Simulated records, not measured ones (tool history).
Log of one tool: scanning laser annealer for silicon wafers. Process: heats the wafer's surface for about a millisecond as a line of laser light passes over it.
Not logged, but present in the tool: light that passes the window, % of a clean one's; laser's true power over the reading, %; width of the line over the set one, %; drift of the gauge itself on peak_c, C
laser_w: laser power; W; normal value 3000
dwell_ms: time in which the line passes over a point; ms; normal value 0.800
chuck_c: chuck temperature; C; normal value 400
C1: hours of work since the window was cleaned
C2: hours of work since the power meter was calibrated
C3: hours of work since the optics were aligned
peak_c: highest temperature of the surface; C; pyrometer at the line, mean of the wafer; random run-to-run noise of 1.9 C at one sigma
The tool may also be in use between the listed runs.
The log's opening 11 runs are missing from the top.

Run 12, hour 103.6: usual settings but dwell_ms 0.766 ms; C1 142; C2 93; C3 167. Result: peak_c 1188 C.
Run 13, hour 113.4: usual settings but dwell_ms 0.766 ms; C1 146; C2 97; C3 171. Result: peak_c 1187 C.
Run 14, hour 126.0: usual settings but dwell_ms 0.766 ms; C1 151; C2 102; C3 177. Result: peak_c 1188 C.
Run 15, hour 132.3: usual settings but dwell_ms 0.766 ms; C1 154; C2 105; C3 180. Result: peak_c 1187 C.
Run 16, hour 142.6: usual settings but dwell_ms 0.766 ms; C1 159; C2 110; C3 184. Result: peak_c 1188 C.
Run 17, hour 148.2: usual settings but dwell_ms 0.766 ms; C1 161; C2 112; C3 187. Result: peak_c 1187 C.
Run 18, hour 156.3: usual settings but laser_w 3098 W, chuck_c 401 C; C1 165; C2 115; C3 190. Result: peak_c 1245 C.
Run 19, hour 163.9: usual settings but laser_w 3069 W, dwell_ms 0.618 ms, chuck_c 431 C; C1 168; C2 119; C3 193. Result: peak_c 1156 C.
Run 20, hour 170.2: usual settings but laser_w 2674 W, dwell_ms 0.618 ms, chuck_c 425 C; C1 171; C2 122; C3 196. Result: peak_c 1032 C.
Run 21, hour 178.1: usual settings but laser_w 2674 W, dwell_ms 0.618 ms, chuck_c 425 C; C1 174; C2 125; C3 199. Result: peak_c 1030 C.
Run 22, hour 186.7: usual settings but laser_w 2674 W, dwell_ms 0.750 ms, chuck_c 392 C; C1 178; C2 129; C3 203. Result: peak_c 1065 C.
Run 23, hour 199.4: usual settings but laser_w 2674 W, dwell_ms 0.587 ms, chuck_c 392 C; C1 183; C2 134; C3 209. Result: peak_c 981 C.
Run 24, hour 210.3: usual settings but laser_w 3074 W, dwell_ms 0.626 ms, chuck_c 392 C; C1 188; C2 139; C3 213. Result: peak_c 1120 C.
Run 25, hour 217.5: usual settings but laser_w 3194 W, dwell_ms 0.795 ms, chuck_c 391 C; C1 191; C2 142; C3 217. Result: peak_c 1263 C.
Run 26, hour 227.8: usual settings but laser_w 2991 W, dwell_ms 0.593 ms, chuck_c 375 C; C1 196; C2 146; C3 221. Result: peak_c 1058 C.
Run 27, hour 234.9: usual settings but laser_w 3298 W, chuck_c 434 C; C1 199; C2 150; C3 224. Result: peak_c 1349 C.
Run 28, hour 241.9: usual settings but laser_w 3298 W, chuck_c 434 C; C1 202; C2 153; C3 227. Result: peak_c 1349 C.
Run 29, hour 247.8: usual settings but laser_w 3166 W, dwell_ms 0.978 ms, chuck_c 372 C; C1 204; C2 155; C3 230. Result: peak_c 1330 C.
Run 30, hour 260.9: usual settings but laser_w 3166 W, dwell_ms 0.978 ms, chuck_c 372 C; C1 210; C2 161; C3 235. Result: peak_c 1334 C.
Run 31, hour 268.7: usual settings but laser_w 3166 W, dwell_ms 0.978 ms, chuck_c 372 C; C1 213; C2 164; C3 239. Result: peak_c 1334 C.
Run 32, hour 281.6: usual settings but laser_w 3166 W, dwell_ms 0.978 ms, chuck_c 372 C; C1 219; C2 170; C3 244. Result: peak_c 1337 C.
Run 33, hour 288.1: usual settings but laser_w 3088 W, dwell_ms 0.978 ms, chuck_c 407 C; C1 222; C2 173; C3 247. Result: peak_c 1338 C.

5 options for the next run, each taken on its own from the tool as it stands now. Forecast them:
Run A, hour 296.3: usual settings but laser_w 3088 W, dwell_ms 0.600 ms, chuck_c 368 C; C1 225; C2 176; C3 251. Result: peak_c ?.
Run B, hour 296.3: usual settings but laser_w 3266 W, dwell_ms 0.978 ms, chuck_c 419 C; C1 225; C2 176; C3 251. Result: peak_c ?.
Run C, hour 296.3: usual settings but chuck_c 401 C; C1 225; C2 176; C3 251. Result: peak_c ?.
Run D, hour 296.3: usual settings but laser_w 3077 W, dwell_ms 0.978 ms, chuck_c 439 C; C1 225; C2 176; C3 251. Result: peak_c ?.
Run E, hour 296.3: usual settings but laser_w 2688 W, dwell_ms 0.577 ms, chuck_c 397 C; C1 225; C2 176; C3 251. Result: peak_c ?.

run  peak_c
  A    1087
  B    1424
  C    1205
  D    1366
  E     983
With the hidden condition removed and each run's random variation left untouched, the same runs would have given:
run  peak_c
  A    1087
  B    1424
  C    1205
  D    1366
  E     983
